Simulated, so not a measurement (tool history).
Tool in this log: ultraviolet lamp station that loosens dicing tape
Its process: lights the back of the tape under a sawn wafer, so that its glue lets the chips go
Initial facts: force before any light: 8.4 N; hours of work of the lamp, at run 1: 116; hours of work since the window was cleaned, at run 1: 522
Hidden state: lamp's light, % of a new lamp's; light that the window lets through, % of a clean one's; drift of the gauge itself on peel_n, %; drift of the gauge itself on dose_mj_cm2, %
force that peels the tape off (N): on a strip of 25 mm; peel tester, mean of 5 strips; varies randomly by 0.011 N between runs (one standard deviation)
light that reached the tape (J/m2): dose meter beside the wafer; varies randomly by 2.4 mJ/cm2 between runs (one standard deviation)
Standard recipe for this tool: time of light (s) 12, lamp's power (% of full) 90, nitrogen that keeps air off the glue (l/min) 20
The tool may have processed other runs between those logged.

| run | hour | time of light (s) | lamp's power (% of full) | nitrogen that keeps air off the glue (l/min) | hours of work of the lamp | hours of work since the window was cleaned | force that peels the tape off (N) | light that reached the tape (J/m2) |
|---|---|---|---|---|---|---|---|---|
| 1 | 0 | 12 | 90 | 20 | 116 | 522 | 0.511 | 2540 |
|  | 49.4 | window cleaned of glue's vapour |
| 2 | 50 | 12 | 90 | 20 | 140 | 0 | 0.528 | 2490 |
| 3 | 92 | 12 | 90 | 20 | 160 | 20 | 0.518 | 2520 |
| 4 | 150 | 12 | 85 | 20 | 187 | 48 | 0.549 | 2400 |
| 5 | 220.8 | 12 | 85 | 20 | 221 | 81 | 0.568 | 2380 |
| 6 | 277 | 12 | 85 | 20 | 248 | 108 | 0.57 | 2400 |
| 7 | 327.6 | 12 | 90 | 20 | 272 | 132 | 0.505 | 2550 |
| 8 | 357 | 12 | 90 | 20 | 286 | 146 | 0.511 | 2530 |
| 9 | 397.2 | 12 | 90 | 20 | 305 | 165 | 0.523 | 2550 |
| 10 | 437.5 | 12 | 65 | 20 | 324 | 185 | 1.003 | 1840 |
| 11 | 500.9 | 12 | 65 | 20 | 354 | 215 | 0.992 | 1830 |
| 12 | 556.3 | 12 | 65 | 20 | 380 | 241 | 0.949 | 1820 |
| 13 | 619.1 | 12 | 65 | 20 | 410 | 271 | 0.984 | 1790 |
| 14 | 670.5 | 7 | 90 | 20 | 435 | 295 | 1.445 | 1470 |
| 15 | 736.2 | 7 | 90 | 20 | 466 | 327 | 1.476 | 1450 |
| 16 | 800 | 7 | 90 | 20 | 496 | 357 | 1.43 | 1470 |
| 17 | 869.6 | 7 | 90 | 20 | 529 | 390 | 1.429 | 1480 |
| 18 | 921.9 | 19 | 90 | 20 | 554 | 415 | 0.247 | 3950 |
| 19 | 955.2 | 19 | 90 | 20 | 570 | 431 | 0.253 | 4010 |
| 20 | 1022.1 | 19 | 80 | 8 | 602 | 463 | 0.537 | 3540 |
| 21 | 1067.3 | 11 | 80 | 26 | 623 | 484 | 0.628 | 2060 |
| 22 | 1111.1 | 17 | 85 | 20 | 644 | 505 | 0.287 | 3380 |
| 23 | 1170.7 | 17 | 85 | 20 | 673 | 533 | 0.302 | 3370 |
|  | 1194.5 | window cleaned of glue's vapour |
| 24 | 1231.9 | 8 | 85 | 20 | 701 | 18 | 1.246 | 1550 |
| 25 | 1295.8 | 8 | 98 | 20 | 732 | 48 | 0.956 | 1790 |
| 26 | 1352 | 17 | 92 | 33 | 759 | 75 | 0.229 | 3690 |
| 27 | 1409 | 7 | 97 | 9 | 786 | 102 | 2.038 | 1590 |
| 28 | 1452.4 | 16 | 74 | 21 | 806 | 123 | 0.415 | 2720 |
| 29 | 1495.9 | 15 | 90 | 22 | 827 | 143 | 0.329 | 3130 |
| 30 | 1525.8 | 23 | 90 | 36 | 841 | 158 | 0.212 | 4880 |
| 31 | 1594.1 | 14 | 61 | 15 | 874 | 190 | 1.019 | 2030 |
| 32 | 1643.3 | 14 | 61 | 15 | 897 | 213 | 1.032 | 1980 |
| 33 | 1697 | 14 | 64 | 19 | 923 | 239 | 0.795 | 2100 |

Here are 4 independent what-if runs from the current tool condition. What would each one return?
| A | 1747.7 | 7 | 76 | 8 | 947 | 263 | ? | ? |
| B | 1747.7 | 14 | 77 | 19 | 947 | 263 | ? | ? |
| C | 1747.7 | 6 | 64 | 19 | 947 | 263 | ? | ? |
| D | 1747.7 | 14 | 78 | 25 | 947 | 263 | ? | ? |

| run | force that peels the tape off (N) | light that reached the tape (J/m2) |
|---|---|---|
| A | 2.785 | 1290 |
| B | 0.538 | 2550 |
| C | 2.805 | 900 |
| D | 0.437 | 2560 |
Had the tool no hidden state, the same runs would have come out as:
| run | force that peels the tape off (N) | light that reached the tape (J/m2) |
|---|---|---|
| A | 2.772 | 1300 |
| B | 0.534 | 2570 |
| C | 2.793 | 910 |
| D | 0.433 | 2570 |

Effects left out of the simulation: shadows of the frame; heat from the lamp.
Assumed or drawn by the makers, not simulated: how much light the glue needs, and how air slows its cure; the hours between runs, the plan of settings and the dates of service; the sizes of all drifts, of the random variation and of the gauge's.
